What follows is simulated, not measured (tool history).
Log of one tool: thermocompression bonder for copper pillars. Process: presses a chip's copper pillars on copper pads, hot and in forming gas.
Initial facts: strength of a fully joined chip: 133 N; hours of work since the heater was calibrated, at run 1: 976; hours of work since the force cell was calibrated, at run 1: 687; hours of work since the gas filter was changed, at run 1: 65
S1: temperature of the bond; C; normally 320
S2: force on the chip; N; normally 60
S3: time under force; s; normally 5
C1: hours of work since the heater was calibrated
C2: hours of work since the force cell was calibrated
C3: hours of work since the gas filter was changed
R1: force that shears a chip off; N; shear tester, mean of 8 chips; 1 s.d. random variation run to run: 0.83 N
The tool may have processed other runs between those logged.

{"run": 1, "day": 0.0, "S1": 320, "S2": 60, "S3": 5, "C1": 976, "C2": 687, "C3": 65, "R1": 65.0}
{"run": 2, "day": 1.154, "S1": 344, "S2": 60, "S3": 5, "C1": 991, "C2": 703, "C3": 81, "R1": 74.4}
{"run": 3, "day": 2.217, "S1": 344, "S2": 60, "S3": 5, "C1": 1005, "C2": 717, "C3": 95, "R1": 75.0}
{"run": 4, "day": 3.529, "S1": 344, "S2": 60, "S3": 5, "C1": 1023, "C2": 734, "C3": 112, "R1": 75.6}
{"run": 5, "day": 4.433, "S1": 344, "S2": 60, "S3": 5, "C1": 1035, "C2": 746, "C3": 124, "R1": 74.0}
{"day": 4.725, "done": "heater calibrated with a thermocouple chip"}
{"run": 6, "day": 6.017, "S1": 320, "S2": 60, "S3": 5, "C1": 17, "C2": 766, "C3": 144, "R1": 66.8}
{"run": 7, "day": 6.804, "S1": 320, "S2": 60, "S3": 5, "C1": 28, "C2": 777, "C3": 155, "R1": 65.8}
{"run": 8, "day": 8.292, "S1": 320, "S2": 60, "S3": 5, "C1": 48, "C2": 797, "C3": 175, "R1": 65.8}
{"run": 9, "day": 9.688, "S1": 320, "S2": 60, "S3": 5, "C1": 66, "C2": 815, "C3": 193, "R1": 63.1}
{"run": 10, "day": 10.367, "S1": 320, "S2": 60, "S3": 3, "C1": 75, "C2": 824, "C3": 202, "R1": 54.3}
{"run": 11, "day": 11.7, "S1": 322, "S2": 42, "S3": 4, "C1": 93, "C2": 842, "C3": 220, "R1": 46.7}
{"run": 12, "day": 12.921, "S1": 322, "S2": 80, "S3": 6, "C1": 109, "C2": 858, "C3": 237, "R1": 83.5}
{"run": 13, "day": 13.688, "S1": 322, "S2": 62, "S3": 6, "C1": 120, "C2": 869, "C3": 247, "R1": 72.7}

Forecast each of these 3 alternatives for the next run:
{"run": "A", "day": 14.733, "S1": 338, "S2": 50, "S3": 9, "C1": 134, "C2": 883, "C3": 261, "R1": "?"}
{"run": "B", "day": 14.733, "S1": 322, "S2": 67, "S3": 7, "C1": 134, "C2": 883, "C3": 261, "R1": "?"}
{"run": "C", "day": 14.733, "S1": 300, "S2": 62, "S3": 10, "C1": 134, "C2": 883, "C3": 261, "R1": "?"}

run=A R1=78.0
run=B R1=79.1
run=C R1=72.6
With the hidden condition removed and each run's random variation left untouched, the same runs would have given:
run=A R1=81.1
run=B R1=82.2
run=C R1=75.4
